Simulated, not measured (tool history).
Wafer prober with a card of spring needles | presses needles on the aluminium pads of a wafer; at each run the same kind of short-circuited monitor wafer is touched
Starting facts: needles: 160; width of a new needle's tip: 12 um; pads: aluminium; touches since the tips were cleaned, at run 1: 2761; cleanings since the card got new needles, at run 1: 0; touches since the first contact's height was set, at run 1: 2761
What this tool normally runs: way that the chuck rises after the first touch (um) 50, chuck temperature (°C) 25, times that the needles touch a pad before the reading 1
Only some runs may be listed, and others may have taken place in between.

run	hour	way that the chuck rises after the first touch (um)	chuck temperature (°C)	times that the needles touch a pad before the reading	touches since the tips were cleaned	cleanings since the card got new needles	touches since the first contact's height was set	resistance of one needle with its contact and lead (mohm)	way that a needle slides on the pad (um)
1	0.0	50	25	1	2761	0	2761	196	13.26
2	17.7	50	25	1	6826	0	6826	196	13.25
# hour 22.6: tips cleaned on abrasive film
3	30.6	50	25	1	1837	1	9745	194	13.21
4	43.6	50	25	1	4809	1	12717	197	13.17
# hour 57.9: tips cleaned on abrasive film
5	65.5	50	25	1	1755	2	17722	193	13.14
6	82.4	50	25	1	5630	2	21597	193	13.31
# hour 92.6: tips cleaned on abrasive film
7	92.6	41	25	1	0	3	23897	200	10.83
8	113.9	41	25	1	4884	3	28781	200	10.82
# hour 128.1: tips cleaned on abrasive film
9	136.8	41	25	1	2010	4	34008	193	10.82
10	157.9	41	25	1	6838	4	38836	197	10.88
# hour 162.8: tips cleaned on abrasive film
11	168.4	50	25	3	1267	5	41205	191	13.28
12	186.1	50	25	3	5334	5	45272	195	13.22
13	196.2	50	25	3	7632	5	47570	196	13.17
# hour 198.1: tips cleaned on abrasive film
14	219.7	43	61	1	4940	6	52943	202	11.35
# hour 233.7: tips cleaned on abrasive film
15	244.2	66	52	2	2411	7	58538	201	17.37
16	265.4	40	53	2	7249	7	63376	199	10.58
# hour 270.0: tips cleaned on abrasive film
17	276.6	50	25	1	1507	8	65919	191	13.19
18	293.5	50	25	1	5384	8	69796	191	13.23
# hour 305.5: tips cleaned on abrasive film
19	305.5	48	25	1	0	9	72514	195	12.72
20	320.8	48	25	1	3518	9	76032	195	12.64
# hour 341.3: tips cleaned on abrasive film
21	345.8	48	25	1	1031	10	81723	198	12.71
22	364.7	35	27	2	5355	10	86047	200	9.29
# hour 376.4: tips cleaned on abrasive film
23	376.4	30	37	2	0	11	88719	202	7.90

Alternative continuations, all from the tool just after run 23; predict every row:
A	396.9	40	37	1	4688	11	93407	?	?
B	396.9	53	25	1	4688	11	93407	?	?
C	396.9	43	52	1	4688	11	93407	?	?
D	396.9	50	54	1	4688	11	93407	?	?

run	resistance of one needle with its contact and lead (mohm)	way that a needle slides on the pad (um)
A	200	10.52
B	194	13.97
C	202	11.31
D	202	13.23
Without the tool's unlogged condition, the same runs would have read:
run	resistance of one needle with its contact and lead (mohm)	way that a needle slides on the pad (um)
A	200	10.52
B	194	13.97
C	202	11.31
D	202	13.23
